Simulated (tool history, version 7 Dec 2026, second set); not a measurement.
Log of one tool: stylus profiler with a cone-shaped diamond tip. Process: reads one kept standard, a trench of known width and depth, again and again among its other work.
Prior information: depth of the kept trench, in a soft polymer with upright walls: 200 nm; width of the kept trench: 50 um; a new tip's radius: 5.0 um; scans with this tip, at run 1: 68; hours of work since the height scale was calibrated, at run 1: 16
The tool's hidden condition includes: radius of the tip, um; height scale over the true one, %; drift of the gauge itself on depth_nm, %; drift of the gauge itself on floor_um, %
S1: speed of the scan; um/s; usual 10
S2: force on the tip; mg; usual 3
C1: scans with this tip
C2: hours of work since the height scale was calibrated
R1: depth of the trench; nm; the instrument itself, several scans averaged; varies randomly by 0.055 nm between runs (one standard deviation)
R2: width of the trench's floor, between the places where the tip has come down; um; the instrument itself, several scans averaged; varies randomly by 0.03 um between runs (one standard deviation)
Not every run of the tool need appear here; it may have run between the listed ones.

run     day  S1    S2   C1   C2      R1     R2
  1       0  10     3   68   16  203.53   47.2
  2   1.625  10     3  136   33  203.43  47.18
  3     3.4  20     3  212   51  203.58  47.08
  4   4.575  20     3  261   63  203.49  47.08
  5   5.621  10     3  305   73  203.45  47.18
  6   7.083  10  4.09  367   88  204.26  47.15
  7   8.546  10  4.09  429  103  204.27  47.14
  8   9.858  25  3.78  485  117  204.11  47.09
  9  10.742  29  1.11  522  126  201.85  46.98
 10  11.712   5  1.11  563  135  201.77  47.15
 11  12.896  10  4.63  613  147  204.69  47.15
 12  14.538  10  4.63  682  164  204.69  47.14

5 ways to go on from here, each from the tool as it stands after run 12. What would each give?
  A  15.692  10  5.59  731  176   ?   ?
  B  15.692   8  4.27  731  176   ?   ?
  C  15.692  11  4.63  731  176   ?   ?
  D  15.692   6  5.98  731  176   ?   ?
  E  15.692  10   2.6  731  176   ?   ?

run      R1     R2
  A   205.2  47.15
  B  204.49  47.14
  C  204.82  47.22
  D   205.6  47.23
  E  203.15   47.2
The same runs, with their run-to-run variation unchanged, on a tool lacking any hidden condition would have given:
run      R1     R2
  A   205.2  47.15
  B  204.48  47.14
  C  204.82  47.22
  D   205.6  47.24
  E  203.15   47.2

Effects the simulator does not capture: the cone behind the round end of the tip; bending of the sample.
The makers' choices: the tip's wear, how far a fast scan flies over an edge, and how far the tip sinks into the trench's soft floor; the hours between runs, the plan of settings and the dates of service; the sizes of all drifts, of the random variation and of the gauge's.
